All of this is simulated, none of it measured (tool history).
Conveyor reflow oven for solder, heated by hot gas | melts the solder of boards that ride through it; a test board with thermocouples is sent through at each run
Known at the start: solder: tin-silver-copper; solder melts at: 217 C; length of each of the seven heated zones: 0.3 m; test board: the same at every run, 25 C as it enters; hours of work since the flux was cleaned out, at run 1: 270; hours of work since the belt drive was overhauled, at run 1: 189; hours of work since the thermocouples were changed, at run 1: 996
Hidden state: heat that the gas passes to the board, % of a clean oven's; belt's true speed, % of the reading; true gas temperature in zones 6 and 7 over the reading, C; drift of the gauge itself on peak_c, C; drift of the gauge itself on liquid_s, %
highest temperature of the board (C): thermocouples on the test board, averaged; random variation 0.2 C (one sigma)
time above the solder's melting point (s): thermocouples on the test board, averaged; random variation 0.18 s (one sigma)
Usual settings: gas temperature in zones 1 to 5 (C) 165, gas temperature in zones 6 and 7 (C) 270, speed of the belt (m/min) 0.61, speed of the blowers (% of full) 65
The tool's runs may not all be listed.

run,day,gas temperature in zones 1 to 5 (C),gas temperature in zones 6 and 7 (C),speed of the belt (m/min),speed of the blowers (% of full),hours of work since the flux was cleaned out,hours of work since the belt drive was overhauled,hours of work since the thermocouples were changed,highest temperature of the board (C),time above the solder's melting point (s)
1,0,165,270,0.61,65,270,189,996,253,42.1
2,2.262,165,270,0.61,65,307,225,1032,253.1,42.1
3,4.529,165,270,0.591,65,343,261,1068,254.7,44.4
4,6.046,165,270,0.61,65,367,286,1093,253.1,42.4
# day 8.421: flux residue cleaned out of gas plates and filters
5,8.896,165,270,0.61,65,8,328,1135,252.5,41.5
6,10.992,165,270,0.61,86,41,362,1169,258.6,45.8
7,13.504,165,270,0.61,86,82,402,1209,258.6,46
8,15.65,165,270,0.61,65,116,436,1243,252.6,41.9
9,17.65,165,270,0.61,65,148,469,1275,252.5,41.6
10,19.717,165,270,0.61,65,181,502,1309,252.3,41.8
11,21.938,165,270,0.61,65,217,537,1344,252.7,41.8
12,23.583,180,270,0.61,65,243,564,1371,255.5,47.6
# day 25.4: thermocouples of zones 6 and 7 changed
13,25.996,162,270,0.61,65,281,601,10,248.6,38.5
# day 28.2: flux residue cleaned out of gas plates and filters, once more
14,28.412,165,270,0.61,75,3,637,45,255.9,44.7
15,31.338,165,270,0.61,65,50,684,92,252.8,42.5
16,33.825,165,270,0.61,65,90,724,132,252.7,42.7
17,37.029,160,264,0.61,64,142,775,183,245.8,37.5
18,39.271,168,263,0.533,65,178,811,219,251.5,50.3
19,42.129,164,280,0.61,85,224,857,265,267.4,50
20,43.867,162,260,0.516,65,252,885,293,248.5,48.7
21,46.779,162,260,0.516,65,298,931,340,248.6,48.8
22,48.788,162,260,0.516,65,330,964,372,248.5,48.7
23,51.233,161,260,0.595,65,370,1003,411,244.4,38
24,53.029,161,260,0.595,65,399,1032,440,244.1,38
# day 53.458: flux residue cleaned out of gas plates and filters
# day 55.462: belt drive overhauled, speed set with a stopwatch
25,55.95,161,260,0.595,65,37,8,481,244.6,37.2
26,58.817,165,284,0.61,55,83,54,527,260.9,45.2
27,61.938,168,273,0.603,60,133,104,577,255,43.8
28,63.342,152,273,0.603,60,156,126,600,251.4,38.5
29,65.008,152,273,0.603,60,183,153,626,251.4,38.5

3 ways to go on from here, each from the tool as it stands after run 29. What would each give?
A,67.612,171,270,0.555,59,225,195,668,?,?
B,67.612,152,267,0.603,77,225,195,668,?,?
C,67.612,152,273,0.572,86,225,195,668,?,?

run,highest temperature of the board (C),time above the solder's melting point (s)
A,255.5,49.4
B,252.8,40.4
C,262,48
Without the tool's hidden state the same runs would have given:
run,highest temperature of the board (C),time above the solder's melting point (s)
A,254,48.5
B,251.5,39.7
C,260.6,47.4
